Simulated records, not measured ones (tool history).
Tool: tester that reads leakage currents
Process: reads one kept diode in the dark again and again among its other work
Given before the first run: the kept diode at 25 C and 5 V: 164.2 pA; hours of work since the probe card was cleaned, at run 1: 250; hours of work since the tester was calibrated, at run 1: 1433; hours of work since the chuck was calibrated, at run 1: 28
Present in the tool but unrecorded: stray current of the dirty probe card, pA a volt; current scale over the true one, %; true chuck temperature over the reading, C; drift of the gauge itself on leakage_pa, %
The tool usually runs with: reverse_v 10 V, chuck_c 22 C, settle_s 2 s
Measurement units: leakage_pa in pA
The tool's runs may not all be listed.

| run | hour | reverse_v | chuck_c | settle_s | hours of work since the probe card was cleaned | hours of work since the tester was calibrated | hours of work since the chuck was calibrated | leakage_pa |
|---|---|---|---|---|---|---|---|---|
| 1 | 0 | 10 | 22 | 2 | 250 | 1433 | 28 | 189.74 |
| 2 | 82.2 | 10 | 22 | 2 | 301 | 1484 | 79 | 188.38 |
| 3 | 134.8 | 10 | 22 | 2 | 334 | 1516 | 111 | 189.04 |
| 4 | 193.5 | 10 | 21 | 2 | 370 | 1553 | 148 | 172.67 |
| 5 | 243.6 | 10 | 21 | 2 | 401 | 1584 | 178 | 172.89 |
| 6 | 314.7 | 10 | 27 | 1.06 | 444 | 1627 | 222 | 289.34 |
| 7 | 380.8 | 6.5 | 36 | 0.39 | 485 | 1668 | 263 | 474.03 |
| 8 | 448 | 14.1 | 21 | 2.78 | 527 | 1710 | 304 | 209.57 |
| 9 | 543.3 | 14.1 | 21 | 2.78 | 585 | 1768 | 363 | 210.3 |
| 10 | 631.9 | 4.4 | 22 | 2.35 | 640 | 1823 | 418 | 118.6 |

Consider 3 possible next runs. They are alternatives, not a sequence: every one starts from the tool as it was left by run 10. What does each give?
| A | 704.6 | 1.7 | 53 | 8.07 | 685 | 1868 | 463 | ? |
| B | 704.6 | 1.3 | 22 | 3.87 | 685 | 1868 | 463 | ? |
| C | 704.6 | 9.2 | 22 | 2 | 685 | 1868 | 463 | ? |

| run | leakage_pa |
|---|---|
| A | 790.15 |
| B | 59.04 |
| C | 180.98 |
Had the tool no hidden state, the same runs would have come out as:
| run | leakage_pa |
|---|---|
| A | 790.01 |
| B | 59.02 |
| C | 180.91 |

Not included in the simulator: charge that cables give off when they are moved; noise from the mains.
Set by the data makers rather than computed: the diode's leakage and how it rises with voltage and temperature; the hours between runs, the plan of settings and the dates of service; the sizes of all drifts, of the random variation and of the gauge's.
